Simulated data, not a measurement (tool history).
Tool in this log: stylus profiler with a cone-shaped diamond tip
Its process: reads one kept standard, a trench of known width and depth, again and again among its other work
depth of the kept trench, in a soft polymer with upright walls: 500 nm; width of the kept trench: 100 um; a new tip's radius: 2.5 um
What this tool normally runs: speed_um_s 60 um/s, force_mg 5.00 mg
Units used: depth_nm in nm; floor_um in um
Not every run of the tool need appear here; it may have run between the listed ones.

run    hour  speed_um_s  force_mg  depth_nm  floor_um
  1     0.0          60      5.00    508.41     96.50
  2    53.1          60      5.00    508.19     96.40
  3   131.8          31      5.00    508.00     96.58
  4   205.6          60      5.00    508.17     96.42
  5   276.3          60      5.00    507.72     96.33
  6   318.0          60      4.82    507.81     96.34
  7   368.7          60      4.82    507.31     96.32
  8   415.2          49      4.82    507.41     96.32
  9   502.2          49      4.82    507.25     96.35
 10   556.9          49      4.82    507.38     96.25
 11   598.2          49     10.10    512.84     96.36
 12   644.9          22     10.10    512.93     96.38
 13   695.5          60      7.46    509.86     96.27
 14   766.8          60      7.46    510.04     96.22
 15   860.5          60      5.00    507.11     96.18
 16   949.1          60     10.03    514.15     96.12
 17  1009.0          44      5.00    508.63     96.12
 18  1076.6          44      5.00    508.69     96.09
 19  1146.6          34      5.00    508.67     96.14
 20  1214.4          79     14.20    517.69     96.05
 21  1276.6          72     10.81    514.49     95.99
 22  1369.9         207     13.97    516.96     95.72
 23  1454.8          37      5.29    508.50     95.98
 24  1519.2         183      1.81    503.66     95.05
 25  1579.8         114      6.42    510.78     96.63
 26  1677.0          66      4.71    508.65     96.72
 27  1775.2          66      4.71    508.39     96.66
 28  1836.5          22      1.72    504.14     96.77
 29  1903.5          46      4.30    507.67     96.66
 30  1968.8          33      9.65    513.69     96.74
 31  2065.9         120      4.49    507.78     96.34
 32  2137.9          71      3.15    506.18     96.49
 33  2208.9          71      3.15    505.95     96.39
 34  2252.3          71      3.15    506.00     96.37
 35  2340.6         102      5.84    509.02     96.42
 36  2438.1         196      5.00    507.94     95.96
 37  2522.7         196      5.00    507.96     95.86
 38  2576.0          65      3.69    506.57     96.31

Put back what was entered between runs (2 entries, withheld): which listed runs does each sit between, and how does the hidden state differ from the listed run before to the listed run after?
Between runs 15 and 16: height scale calibrated on a step standard (hour 876.7)
  radius of the tip, um: 3.57 -> 3.63; height scale over the true one, %: -0.395 -> -0.045
  measured minus no-state result, depth_nm: -2.01 -> -0.23 nm; floor_um: -0.65 -> -0.68 um
Between runs 24 and 25: new tip fitted, height scale calibrated (hour 1549.8)
  radius of the tip, um: 4.02 -> 2.52; height scale over the true one, %: -0.185 -> 0.001
  measured minus no-state result, depth_nm: -0.93 -> +0.00 nm; floor_um: -0.88 -> -0.01 um
